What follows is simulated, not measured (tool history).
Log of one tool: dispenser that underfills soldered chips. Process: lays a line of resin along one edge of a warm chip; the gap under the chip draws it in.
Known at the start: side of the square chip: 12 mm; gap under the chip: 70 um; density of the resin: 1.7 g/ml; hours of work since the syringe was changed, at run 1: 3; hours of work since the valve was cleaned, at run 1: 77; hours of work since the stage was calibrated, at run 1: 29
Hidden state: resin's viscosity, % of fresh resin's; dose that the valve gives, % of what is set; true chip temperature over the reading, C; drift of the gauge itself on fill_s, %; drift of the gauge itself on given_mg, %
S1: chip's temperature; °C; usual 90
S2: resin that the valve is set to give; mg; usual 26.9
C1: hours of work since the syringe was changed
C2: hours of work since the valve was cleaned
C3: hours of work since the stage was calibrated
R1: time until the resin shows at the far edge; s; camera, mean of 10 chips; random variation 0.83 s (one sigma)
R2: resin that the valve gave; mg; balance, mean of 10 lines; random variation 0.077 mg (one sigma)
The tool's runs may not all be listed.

run	hour	S1	S2	C1	C2	C3	R1	R2
1	0.0	90	26.9	3	77	29	90.7	26.09
2	3.2	90	26.9	5	79	31	98.5	26.08
# hour 4.7: dispensing valve cleaned and set on the balance
# hour 5.9: new syringe of resin
3	7.7	90	26.9	1	2	33	82.4	26.98
4	11.7	81	26.9	4	5	36	134.4	26.88
# hour 14.9: new syringe of resin
5	15.1	81	26.9	0	7	38	113.7	26.76
6	18.4	81	26.9	3	10	41	129.3	26.67
7	20.5	90	31.7	4	11	42	94.1	31.61
8	22.4	81	26.9	5	12	44	145.8	26.71
# hour 23.7: new syringe of resin
9	26.9	81	26.9	2	15	47	125.7	26.76
10	29.4	81	26.9	4	17	48	133.4	26.68
# hour 32.6: new syringe of resin
11	33.0	100	26.9	0	20	51	53.6	26.67
12	35.6	100	24.8	2	21	53	59.8	24.54
13	39.4	100	24.8	5	24	55	65.1	24.53
# hour 41.6: new syringe of resin
14	41.9	90	26.9	0	26	57	80.9	26.48
15	45.6	90	26.9	3	28	60	92.2	26.52
16	49.1	90	26.9	5	31	62	103.5	26.49
# hour 50.6: new syringe of resin
17	52.5	90	26.9	1	33	64	85.8	26.66
18	56.1	92	26.9	4	36	67	89.1	26.43
19	58.8	96	26.2	6	38	69	83.8	25.72
# hour 59.4: new syringe of resin
20	62.8	96	26.2	2	40	72	71.3	25.65
21	67.3	96	26.2	6	44	75	82.5	25.59
# hour 68.2: new syringe of resin
22	70.3	96	26.2	1	46	77	66.5	25.60
23	72.6	96	26.2	3	47	79	73.1	25.64
24	76.2	97	29.1	6	50	81	77.8	28.50
# hour 77.0: new syringe of resin
25	80.5	101	28.6	2	53	84	58.1	27.84
26	84.3	94	24.7	5	56	87	92.9	23.98
# hour 85.9: new syringe of resin
27	87.4	93	27.5	1	58	89	73.2	26.67
28	91.2	93	27.5	4	60	92	84.8	26.64
29	94.2	93	27.5	6	62	94	90.6	26.78
# hour 94.7: new syringe of resin
30	97.2	96	26.3	2	64	96	68.8	25.54
31	100.7	84	26.9	4	67	98	120.5	26.03
# hour 103.5: new syringe of resin
32	104.1	104	26.9	0	69	100	48.5	26.07
33	106.3	99	33.7	2	71	102	60.9	32.70
34	108.7	86	28.6	4	73	104	109.7	27.54
# hour 112.4: new syringe of resin
35	113.4	86	28.5	1	76	107	96.7	27.47

4 ways to go on from here, each from the tool as it stands after run 35. What would each give?
A	117.0	90	28.4	3	78	110	?	?
B	117.0	77	28.6	3	78	110	?	?
C	117.0	86	30.2	3	78	110	?	?
D	117.0	100	34.2	3	78	110	?	?

run	R1	R2
A	92.7	27.47
B	157.9	27.64
C	110.1	28.97
D	61.9	33.04
Without the tool's hidden state the same runs would have given:
run	R1	R2
A	76.5	28.51
B	129.9	28.68
C	90.9	30.07
D	51.4	34.29

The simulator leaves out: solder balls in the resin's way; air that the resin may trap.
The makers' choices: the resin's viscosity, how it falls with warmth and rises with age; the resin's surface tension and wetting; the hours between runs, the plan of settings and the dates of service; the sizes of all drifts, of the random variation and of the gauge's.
